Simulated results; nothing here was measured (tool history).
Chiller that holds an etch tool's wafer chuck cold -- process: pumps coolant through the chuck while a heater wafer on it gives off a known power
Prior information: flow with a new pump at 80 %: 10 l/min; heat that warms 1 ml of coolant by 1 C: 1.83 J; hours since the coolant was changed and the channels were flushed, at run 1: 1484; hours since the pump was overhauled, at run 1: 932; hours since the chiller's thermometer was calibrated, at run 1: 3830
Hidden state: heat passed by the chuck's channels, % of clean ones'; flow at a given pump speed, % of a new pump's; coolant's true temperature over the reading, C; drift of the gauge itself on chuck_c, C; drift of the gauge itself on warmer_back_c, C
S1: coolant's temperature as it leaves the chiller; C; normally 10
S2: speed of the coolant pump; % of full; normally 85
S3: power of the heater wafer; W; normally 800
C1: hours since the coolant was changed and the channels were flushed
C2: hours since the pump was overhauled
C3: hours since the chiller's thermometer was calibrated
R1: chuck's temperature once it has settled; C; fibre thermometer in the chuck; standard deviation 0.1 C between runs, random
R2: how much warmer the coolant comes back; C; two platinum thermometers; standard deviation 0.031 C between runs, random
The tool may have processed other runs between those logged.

run   hour  S1  S2    S3    C1    C2    C3    R1    R2
  1      0  10  85   800  1484   932  3830  15.8  2.45
  2   16.4  10  94   800  1500   949  3846  15.1  2.27
  3   47.2  10  85   800  1531   980  3877  15.6  2.49
  4   80.5  10  85   800  1564  1013  3910  15.7  2.54
  5  107.3  10  85   800  1591  1040  3937  15.8  2.49
  6    138  10  90   800  1622  1070  3968  15.3   2.3
  7  166.8   5  85   800  1651  1099  3997  10.6  2.47
  8  186.7   5  85   800  1671  1119  4017  10.7  2.44
  9  213.7   2  85   800  1698  1146  4044   7.7  2.42
 10  235.7   2  85   800  1720  1168  4066   7.8  2.49
 11  258.5   6  85   800  1742  1191  4088  11.7  2.47
 12  288.2  10  85  1020  1772  1221  4118  17.1  3.15
 13  316.3   0  79   468  1800  1249  4146   3.6  1.57
 14  332.7   0  79   468  1817  1265  4163   3.5  1.56
 15    356  18  85   745  1840  1288  4186  23.5  2.23
 16  374.3  18  85   745  1858  1307  4204  23.3  2.28
 17  407.6  18  85   745  1891  1340  4238  23.1  2.27
 18    443  18  85   745  1927  1375  4273  23.4  2.32
 19  469.4  19  85   623  1953  1402  4299  23.3  1.96

5 ways to go on from here, each from the tool as it stands after run 19. What would each give?
  A  498.1   9  85  639  1982  1430  4328   ?   ?
  B  498.1  12  85  878  1982  1430  4328   ?   ?
  C  498.1  16  79  428  1982  1430  4328   ?   ?
  D  498.1  17  67  642  1982  1430  4328   ?   ?
  E  498.1  10  89  800  1982  1430  4328   ?   ?

run    R1    R2
  A  13.6  1.97
  B  18.2  2.71
  C  19.3  1.39
  D  22.7  2.52
  E  15.6  2.41
Had the tool no hidden state, the same runs would have come out as:
run    R1    R2
  A  13.6  1.96
  B  18.2   2.7
  C  19.3  1.39
  D  22.7  2.51
  E  15.6   2.4

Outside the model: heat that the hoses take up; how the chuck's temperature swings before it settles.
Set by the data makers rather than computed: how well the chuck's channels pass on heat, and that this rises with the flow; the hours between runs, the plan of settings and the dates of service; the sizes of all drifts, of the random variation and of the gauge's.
